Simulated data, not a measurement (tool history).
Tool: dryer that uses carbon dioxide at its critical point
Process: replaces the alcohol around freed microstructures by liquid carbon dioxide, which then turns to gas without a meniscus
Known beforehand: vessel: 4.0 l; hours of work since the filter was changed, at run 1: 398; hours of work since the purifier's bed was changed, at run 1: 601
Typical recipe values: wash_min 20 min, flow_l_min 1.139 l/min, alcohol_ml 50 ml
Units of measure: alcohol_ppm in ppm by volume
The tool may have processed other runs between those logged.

run   hour  wash_min  flow_l_min  alcohol_ml  hours of work since the filter was changed  hours of work since the purifier's bed was changed  alcohol_ppm
  1      0        20       1.139          50                                         398                                                 601          264
  2   11.4        20       1.139          50                                         405                                                 608          267
  3   32.6        20        1.23          50                                         418                                                 622          211
  4   50.5        20       1.139          50                                         430                                                 633          296
  5   62.6        20       1.139          50                                         438                                                 641          277
  6   80.5        20       1.139          50                                         449                                                 652          299
  7   93.5        20       1.139          50                                         457                                                 661          289
  8  105.9        20       1.139          50                                         465                                                 668          293
  9  119.2        14       1.139          50                                         474                                                 677          869
 10  136.6        20        0.89          50                                         485                                                 688          629
 11  154.5        20        0.89          50                                         496                                                 700          634
       163  -- inlet filter changed
 12  169.2        20        0.89          50                                           4                                                 708          413
 13  179.4        20        0.95          50                                          10                                                 715          333
 14  192.4        20        0.95          50                                          19                                                 723          355
 15  209.6        20        0.95          50                                          30                                                 734          343
 16  227.7        20        1.24          50                                          41                                                 746          154
 17  239.6        26       1.139          62                                          49                                                 753          108
 18  250.1        15        1.66          95                                          56                                                 760          236
 19  266.1        17        1.05          82                                          66                                                 770          682
 20  290.2        17        1.05          82                                          81                                                 786          680
 21  304.4        13         0.7          50                                          91                                                 795         2212
     325.8  -- purifier's bed changed
 22  331.4        13         0.7          50                                         106                                                   4         2114
 23  343.3        13         0.7          50                                         113                                                  11         2190
 24  354.9        30         1.2          46                                         121                                                  19           22
 25  371.4        12        1.24          50                                         131                                                  29          716

Expected results for the next run?
 26  394.2        20        1.86          50                                         146                                                  44            ?

Run 26 came out at alcohol_ppm 21 ppm by volume.
Take away the tool's hidden state, keep the run-to-run variation as it was, and the same run would have given alcohol_ppm 13 ppm by volume.
